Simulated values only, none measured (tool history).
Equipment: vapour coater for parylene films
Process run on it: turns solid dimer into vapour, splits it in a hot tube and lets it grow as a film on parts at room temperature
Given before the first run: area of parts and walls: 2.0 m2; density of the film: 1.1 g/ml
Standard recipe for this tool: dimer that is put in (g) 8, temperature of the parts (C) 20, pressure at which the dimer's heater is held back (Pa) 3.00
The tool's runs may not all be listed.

run	hour	dimer that is put in (g)	temperature of the parts (C)	pressure at which the dimer's heater is held back (Pa)	thickness of the film (µm)
1	0.0	8	20	3.00	2.72
2	60.3	8	21	3.00	2.57
3	122.6	8	20	3.00	2.68
4	171.2	8	20	3.00	2.68
5	224.1	8	14	3.00	3.40
6	274.4	8	20	3.00	2.63
7	306.8	8	30	3.00	1.62
8	338.5	6	20	3.00	1.92
9	393.9	11	20	6.60	3.42
10	420.7	5	22	10.24	1.38
11	458.0	8	20	2.13	2.56
12	516.0	8	21	2.98	2.36
# hour 522.7: table's thermometer calibrated
13	568.7	8	14	5.21	3.22
# hour 608.8: trap's valve overhauled
14	608.8	7	14	4.81	3.12
15	644.2	10	25	7.02	2.57

Alternative continuations, all from the tool just after run 15; predict every row:
A	692.6	8	18	3.00	?
B	692.6	5	29	3.03	?
C	692.6	5	20	3.00	?

run	thickness of the film (µm)
A	3.00
B	1.11
C	1.69
Without the tool's hidden state the same runs would have given:
run	thickness of the film (µm)
A	3.04
B	1.12
C	1.71
